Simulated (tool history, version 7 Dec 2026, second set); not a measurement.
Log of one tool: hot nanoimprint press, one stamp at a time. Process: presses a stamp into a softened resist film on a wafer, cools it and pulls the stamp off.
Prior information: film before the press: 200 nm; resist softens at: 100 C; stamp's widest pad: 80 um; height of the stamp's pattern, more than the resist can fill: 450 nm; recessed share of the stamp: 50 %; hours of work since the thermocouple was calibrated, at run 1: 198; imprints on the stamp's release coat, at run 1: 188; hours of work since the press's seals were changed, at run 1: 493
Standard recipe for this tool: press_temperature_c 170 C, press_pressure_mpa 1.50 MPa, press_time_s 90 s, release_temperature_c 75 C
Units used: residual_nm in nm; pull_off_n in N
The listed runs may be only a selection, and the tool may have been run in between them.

| run | hour | press_temperature_c | press_pressure_mpa | press_time_s | release_temperature_c | hours of work since the thermocouple was calibrated | imprints on the stamp's release coat | hours of work since the press's seals were changed | residual_nm | pull_off_n |
|---|---|---|---|---|---|---|---|---|---|---|
| 1 | 0.0 | 170 | 1.50 | 90 | 75 | 198 | 188 | 493 | 118.2 | 232 |
| 2 | 20.6 | 170 | 1.50 | 90 | 75 | 211 | 240 | 505 | 118.5 | 234 |
| 3 | 44.8 | 170 | 2.27 | 90 | 75 | 225 | 301 | 519 | 96.3 | 240 |
| 4 | 58.6 | 170 | 2.27 | 90 | 75 | 233 | 335 | 528 | 97.8 | 236 |
| 5 | 84.3 | 170 | 1.50 | 90 | 75 | 248 | 399 | 543 | 119.5 | 240 |
| 6 | 97.7 | 170 | 1.50 | 88 | 75 | 256 | 433 | 551 | 120.5 | 249 |
| 7 | 112.6 | 170 | 1.50 | 88 | 75 | 265 | 470 | 559 | 120.3 | 248 |
|  | 116.9 | plate thermocouple calibrated |
| 8 | 134.6 | 170 | 1.50 | 88 | 75 | 10 | 518 | 571 | 122.9 | 261 |
| 9 | 161.2 | 170 | 1.50 | 90 | 75 | 26 | 584 | 586 | 123.4 | 261 |
| 10 | 187.8 | 170 | 1.50 | 90 | 75 | 42 | 651 | 602 | 123.3 | 268 |
|  | 204.2 | plate thermocouple calibrated, once more |
| 11 | 215.5 | 170 | 1.50 | 114 | 75 | 7 | 712 | 617 | 110.8 | 273 |
| 12 | 236.3 | 170 | 1.38 | 114 | 75 | 19 | 765 | 629 | 114.2 | 262 |
| 13 | 255.6 | 170 | 1.38 | 114 | 75 | 30 | 813 | 640 | 115.0 | 282 |
| 14 | 267.5 | 170 | 1.38 | 114 | 75 | 37 | 842 | 647 | 115.5 | 271 |
| 15 | 286.9 | 178 | 1.50 | 68 | 75 | 49 | 891 | 659 | 98.1 | 284 |
| 16 | 308.1 | 165 | 2.29 | 120 | 75 | 61 | 944 | 671 | 108.6 | 289 |
| 17 | 330.1 | 165 | 1.44 | 120 | 78 | 74 | 999 | 684 | 134.1 | 272 |
| 18 | 343.3 | 165 | 1.44 | 120 | 78 | 82 | 1032 | 692 | 134.2 | 261 |
| 19 | 368.6 | 165 | 1.44 | 120 | 78 | 97 | 1095 | 707 | 132.4 | 266 |
|  | 384.3 | stamp cleaned and given a new release coat |
| 20 | 387.5 | 170 | 1.50 | 62 | 70 | 105 | 8 | 715 | 132.1 | 242 |
| 21 | 403.7 | 175 | 1.50 | 49 | 75 | 114 | 48 | 724 | 119.9 | 222 |
| 22 | 418.4 | 175 | 1.50 | 49 | 75 | 123 | 85 | 733 | 121.0 | 231 |
| 23 | 443.4 | 175 | 1.50 | 51 | 68 | 138 | 147 | 748 | 119.8 | 266 |
| 24 | 458.9 | 161 | 1.42 | 90 | 62 | 147 | 186 | 757 | 162.1 | 316 |
| 25 | 473.0 | 180 | 1.83 | 79 | 82 | 155 | 221 | 765 | 78.8 | 196 |

Measured result minus the same run's result without the hidden state. Both carry the same run-to-run variation, though not necessarily the same gauge scatter:
Unlogged tool condition in this case: true temperature over the reading, C; pressure that arrives at the usual setting, %; grip of the stamp's worn release coat, % over a new coat's; drift of the gauge itself on residual_nm, %; drift of the gauge itself on pull_off_n, %.
| run | residual_nm | pull_off_n |
|---|---|---|
| 1 | +2.8 | +15 |
| 2 | +3.0 | +19 |
| 3 | +3.7 | +23 |
| 4 | +3.8 | +25 |
| 5 | +3.8 | +30 |
| 6 | +4.0 | +33 |
| 7 | +4.2 | +36 |
| 8 | +6.4 | +43 |
| 9 | +6.8 | +47 |
| 10 | +7.2 | +53 |
| 11 | +1.7 | +49 |
| 12 | +1.9 | +51 |
| 13 | +2.1 | +58 |
| 14 | +2.3 | +58 |
| 15 | +2.4 | +63 |
| 16 | +3.8 | +68 |
| 17 | +3.3 | +67 |
| 18 | +3.4 | +67 |
| 19 | +3.6 | +72 |
| 20 | +3.8 | +4 |
| 21 | +3.8 | +6 |
| 22 | +4.0 | +10 |
| 23 | +4.3 | +15 |
| 24 | +4.2 | +21 |
| 25 | +3.8 | +17 |
